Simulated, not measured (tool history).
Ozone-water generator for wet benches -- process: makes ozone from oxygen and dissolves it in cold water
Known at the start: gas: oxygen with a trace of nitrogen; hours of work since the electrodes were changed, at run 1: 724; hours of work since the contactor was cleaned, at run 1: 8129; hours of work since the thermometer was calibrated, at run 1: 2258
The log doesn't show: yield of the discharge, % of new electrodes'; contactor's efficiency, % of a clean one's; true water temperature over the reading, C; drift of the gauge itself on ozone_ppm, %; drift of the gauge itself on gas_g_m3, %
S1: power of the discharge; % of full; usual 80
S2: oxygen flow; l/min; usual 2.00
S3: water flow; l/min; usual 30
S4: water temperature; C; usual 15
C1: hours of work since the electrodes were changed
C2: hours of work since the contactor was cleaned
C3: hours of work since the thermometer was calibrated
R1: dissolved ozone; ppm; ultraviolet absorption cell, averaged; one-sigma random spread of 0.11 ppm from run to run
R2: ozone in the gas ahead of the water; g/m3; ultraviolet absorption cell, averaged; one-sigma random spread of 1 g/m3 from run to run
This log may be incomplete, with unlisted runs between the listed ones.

run	day	S1	S2	S3	S4	C1	C2	C3	R1	R2
1	0.000	80	2.00	30	15	724	8129	2258	5.4	171.1
2	1.504	80	2.00	30	15	757	8162	2290	5.5	171.0
3	2.958	80	2.00	30	15	788	8194	2322	5.4	170.9
4	3.646	80	2.00	30	15	803	8208	2337	5.4	172.7
5	4.550	80	2.00	30	9	823	8228	2357	5.6	170.6
6	5.850	80	2.00	30	9	851	8256	2385	5.5	170.7
7	6.642	80	2.00	30	21	868	8274	2402	5.4	169.9
8	7.942	80	2.00	30	21	897	8302	2430	5.1	170.7
9	9.108	80	2.00	46	21	922	8327	2456	3.0	171.2
10	10.504	80	2.00	30	15	952	8358	2486	5.1	169.7
11	11.271	80	2.00	30	15	969	8374	2503	5.3	168.6
12	12.004	80	2.00	30	20	985	8390	2519	5.1	168.2
13	12.725	80	2.00	30	12	1001	8406	2534	5.5	169.4
14	13.538	52	2.00	35	15	1018	8423	2552	3.5	133.1
15	14.396	52	2.00	35	15	1037	8442	2571	3.3	133.9
# day 14.625: contactor cleaned
16	16.025	59	1.17	20	16	1069	30	2602	6.0	187.7
17	16.846	59	1.17	20	16	1087	48	2620	6.2	189.2
18	17.542	80	3.33	30	10	1102	63	2635	6.3	132.5
19	18.508	42	2.00	30	15	1123	84	2656	3.7	118.3
# day 19.221: contactor cleaned, once more
20	19.546	85	2.00	39	15	1142	7	2675	4.0	175.1
21	20.900	80	1.11	30	15	1171	37	2705	4.4	231.5
22	21.625	80	1.11	30	15	1187	52	2720	4.5	230.1

Run 23 has not been measured yet. What should we expect?
23	22.921	46	1.17	30	15	1215	80	2749	?	?

R1: 3.4 ppm
R2: 161.9 g/m3
The same run, on a tool lacking any hidden state, would have yielded R1 3.4 ppm, R2 164.8 g/m3.
